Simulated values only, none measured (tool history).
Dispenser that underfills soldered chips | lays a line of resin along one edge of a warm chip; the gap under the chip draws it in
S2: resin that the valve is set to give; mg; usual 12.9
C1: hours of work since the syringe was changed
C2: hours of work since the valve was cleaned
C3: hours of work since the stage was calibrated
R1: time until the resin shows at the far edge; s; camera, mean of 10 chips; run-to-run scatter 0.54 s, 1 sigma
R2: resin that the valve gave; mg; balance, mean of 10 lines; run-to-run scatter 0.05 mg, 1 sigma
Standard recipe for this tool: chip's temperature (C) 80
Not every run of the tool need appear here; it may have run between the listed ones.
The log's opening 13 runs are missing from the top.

Run 14, hour 79.9: usual settings but chip's temperature (C) 86; C1 6; C2 24; C3 254. Result: R1 47.7 s, R2 12.77 mg.
At hour 82.7: new syringe of resin.
Run 15, hour 84.4: usual settings; C1 1; C2 27; C3 258. Result: R1 43.7 s, R2 12.77 mg.
Run 16, hour 89.8: usual settings; C1 6; C2 31; C3 262. Result: R1 56.5 s, R2 12.70 mg.
At hour 93.1: new syringe of resin.
Run 17, hour 93.8: usual settings; C1 1; C2 34; C3 265. Result: R1 42.3 s, R2 12.61 mg.
Run 18, hour 98.8: usual settings but chip's temperature (C) 65; C1 5; C2 38; C3 269. Result: R1 85.7 s, R2 12.84 mg.
At hour 103.3: new syringe of resin.
Run 19, hour 105.2: usual settings but chip's temperature (C) 85, S2 11.9 mg; C1 1; C2 43; C3 273. Result: R1 38.2 s, R2 11.75 mg.
Run 20, hour 109.9: usual settings but chip's temperature (C) 71, S2 16.3 mg; C1 5; C2 47; C3 277. Result: R1 72.2 s, R2 15.88 mg.
At hour 113.3: dispensing valve cleaned and set on the balance.
At hour 114.4: new syringe of resin.
Run 21, hour 114.9: usual settings but chip's temperature (C) 90; C1 0; C2 1; C3 280. Result: R1 31.1 s, R2 12.90 mg.
Run 22, hour 121.2: usual settings but chip's temperature (C) 90; C1 5; C2 6; C3 285. Result: R1 40.9 s, R2 12.91 mg.
At hour 125.2: new syringe of resin.
Run 23, hour 128.0: usual settings but chip's temperature (C) 88, S2 11.7 mg; C1 2; C2 11; C3 290. Result: R1 35.9 s, R2 11.71 mg.
Run 24, hour 133.4: usual settings but chip's temperature (C) 91, S2 12.4 mg; C1 6; C2 15; C3 294. Result: R1 41.1 s, R2 12.39 mg.
At hour 135.9: new syringe of resin.
Run 25, hour 138.1: usual settings but chip's temperature (C) 94, S2 16.1 mg; C1 2; C2 19; C3 298. Result: R1 28.4 s, R2 15.92 mg.
Run 26, hour 143.8: usual settings but chip's temperature (C) 66, S2 14.2 mg; C1 6; C2 23; C3 302. Result: R1 89.7 s, R2 14.05 mg.
At hour 146.1: new syringe of resin.
Run 27, hour 150.7: usual settings but chip's temperature (C) 66, S2 14.2 mg; C1 4; C2 28; C3 307. Result: R1 79.1 s, R2 14.13 mg.
At hour 156.7: new syringe of resin.
Run 28, hour 159.3: usual settings but chip's temperature (C) 66, S2 14.2 mg; C1 2; C2 35; C3 314. Result: R1 71.1 s, R2 14.06 mg.
Run 29, hour 163.8: usual settings but chip's temperature (C) 69; C1 6; C2 39; C3 318. Result: R1 77.4 s, R2 12.80 mg.
At hour 167.2: new syringe of resin.
Run 30, hour 169.2: usual settings but chip's temperature (C) 69; C1 2; C2 43; C3 322. Result: R1 63.8 s, R2 12.72 mg.
At hour 177.9: dispensing valve cleaned and set on the balance.
Run 31, hour 177.9: usual settings but chip's temperature (C) 69; C1 8; C2 0; C3 328. Result: R1 89.3 s, R2 12.76 mg.
At hour 178.8: new syringe of resin.
Run 32, hour 185.5: usual settings but chip's temperature (C) 79, S2 11.1 mg; C1 5; C2 6; C3 333. Result: R1 58.1 s, R2 11.05 mg.
At hour 189.6: new syringe of resin.
Run 33, hour 191.4: usual settings but chip's temperature (C) 68, S2 12.6 mg; C1 1; C2 10; C3 338. Result: R1 65.6 s, R2 12.48 mg.
Run 34, hour 195.4: usual settings but chip's temperature (C) 93, S2 12.6 mg; C1 5; C2 13; C3 341. Result: R1 35.5 s, R2 12.53 mg.

5 ways to go on from here, each from the tool as it stands after run 34. What would each give?
At hour 199.6: new syringe of resin.
Run A, hour 203.1: usual settings but chip's temperature (C) 66, S2 13.3 mg; C1 3; C2 19; C3 347. Result: R1 ?, R2 ?.
At hour 199.6: new syringe of resin.
Run B, hour 203.1: usual settings but chip's temperature (C) 93, S2 12.6 mg; C1 3; C2 19; C3 347. Result: R1 ?, R2 ?.
At hour 199.6: new syringe of resin.
Run C, hour 203.1: usual settings but chip's temperature (C) 86, S2 15.2 mg; C1 3; C2 19; C3 347. Result: R1 ?, R2 ?.
At hour 199.6: new syringe of resin.
Run D, hour 203.1: usual settings but chip's temperature (C) 85, S2 11.3 mg; C1 3; C2 19; C3 347. Result: R1 ?, R2 ?.
At hour 199.6: new syringe of resin.
Run E, hour 203.1: usual settings but chip's temperature (C) 73, S2 12.6 mg; C1 3; C2 19; C3 347. Result: R1 ?, R2 ?.

run    R1     R2
  A  76.3  13.16
  B  32.1  12.38
  C  37.5  15.13
  D  42.4  11.30
  E  60.0  12.55
With no hidden state in the tool, these same runs would have given:
run    R1     R2
  A  71.7  13.28
  B  29.7  12.50
  C  34.8  15.27
  D  39.4  11.40
  E  56.0  12.67

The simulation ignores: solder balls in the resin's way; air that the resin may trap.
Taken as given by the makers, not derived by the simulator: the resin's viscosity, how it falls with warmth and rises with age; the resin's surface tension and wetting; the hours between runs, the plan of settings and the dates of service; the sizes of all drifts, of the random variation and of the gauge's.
